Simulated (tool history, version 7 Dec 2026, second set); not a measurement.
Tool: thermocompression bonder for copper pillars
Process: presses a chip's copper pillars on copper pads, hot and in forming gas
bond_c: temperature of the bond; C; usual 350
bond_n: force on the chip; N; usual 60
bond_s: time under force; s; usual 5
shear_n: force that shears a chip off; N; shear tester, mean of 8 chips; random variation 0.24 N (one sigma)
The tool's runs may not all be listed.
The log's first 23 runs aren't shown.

{"run": 24, "day": 28.904, "bond_c": 334, "bond_n": 60, "bond_s": 3, "shear_n": 28.8}
{"run": 25, "day": 29.783, "bond_c": 334, "bond_n": 60, "bond_s": 3, "shear_n": 28.9}
{"run": 26, "day": 30.712, "bond_c": 334, "bond_n": 60, "bond_s": 3, "shear_n": 28.6}
{"run": 27, "day": 32.583, "bond_c": 325, "bond_n": 60, "bond_s": 9, "shear_n": 39.3}
{"run": 28, "day": 33.971, "bond_c": 350, "bond_n": 51, "bond_s": 5, "shear_n": 38.3}
{"run": 29, "day": 34.758, "bond_c": 346, "bond_n": 37, "bond_s": 5, "shear_n": 30.6}
{"run": 30, "day": 36.138, "bond_c": 344, "bond_n": 60, "bond_s": 5, "shear_n": 39.4}
{"day": 37.296, "done": "forming gas filter changed"}
{"run": 31, "day": 37.862, "bond_c": 370, "bond_n": 79, "bond_s": 7, "shear_n": 62.4}
{"run": 32, "day": 39.067, "bond_c": 363, "bond_n": 37, "bond_s": 6, "shear_n": 39.6}
{"run": 33, "day": 40.154, "bond_c": 363, "bond_n": 37, "bond_s": 6, "shear_n": 39.4}
{"run": 34, "day": 41.433, "bond_c": 345, "bond_n": 46, "bond_s": 6, "shear_n": 36.9}
{"run": 35, "day": 42.196, "bond_c": 328, "bond_n": 73, "bond_s": 4, "shear_n": 33.9}
{"run": 36, "day": 42.954, "bond_c": 376, "bond_n": 67, "bond_s": 14, "shear_n": 70.7}
{"day": 43.362, "done": "gauge calibrated"}
{"run": 37, "day": 44.5, "bond_c": 331, "bond_n": 75, "bond_s": 14, "shear_n": 52.4}
{"run": 38, "day": 45.629, "bond_c": 350, "bond_n": 41, "bond_s": 5, "shear_n": 33.0}
{"run": 39, "day": 47.329, "bond_c": 337, "bond_n": 51, "bond_s": 5, "shear_n": 32.4}
{"run": 40, "day": 48.733, "bond_c": 321, "bond_n": 46, "bond_s": 9, "shear_n": 32.0}
{"run": 41, "day": 50.025, "bond_c": 329, "bond_n": 87, "bond_s": 5, "shear_n": 40.1}

Forecast each of these 3 alternatives for the next run:
{"run": "A", "day": 51.338, "bond_c": 336, "bond_n": 79, "bond_s": 12, "shear_n": "?"}
{"run": "B", "day": 51.338, "bond_c": 364, "bond_n": 60, "bond_s": 3, "shear_n": "?"}
{"run": "C", "day": 51.338, "bond_c": 329, "bond_n": 87, "bond_s": 14, "shear_n": "?"}

run=A shear_n=54.0
run=B shear_n=39.6
run=C shear_n=55.9
Without the tool's hidden state the same runs would have given:
run=A shear_n=53.9
run=B shear_n=39.6
run=C shear_n=55.8

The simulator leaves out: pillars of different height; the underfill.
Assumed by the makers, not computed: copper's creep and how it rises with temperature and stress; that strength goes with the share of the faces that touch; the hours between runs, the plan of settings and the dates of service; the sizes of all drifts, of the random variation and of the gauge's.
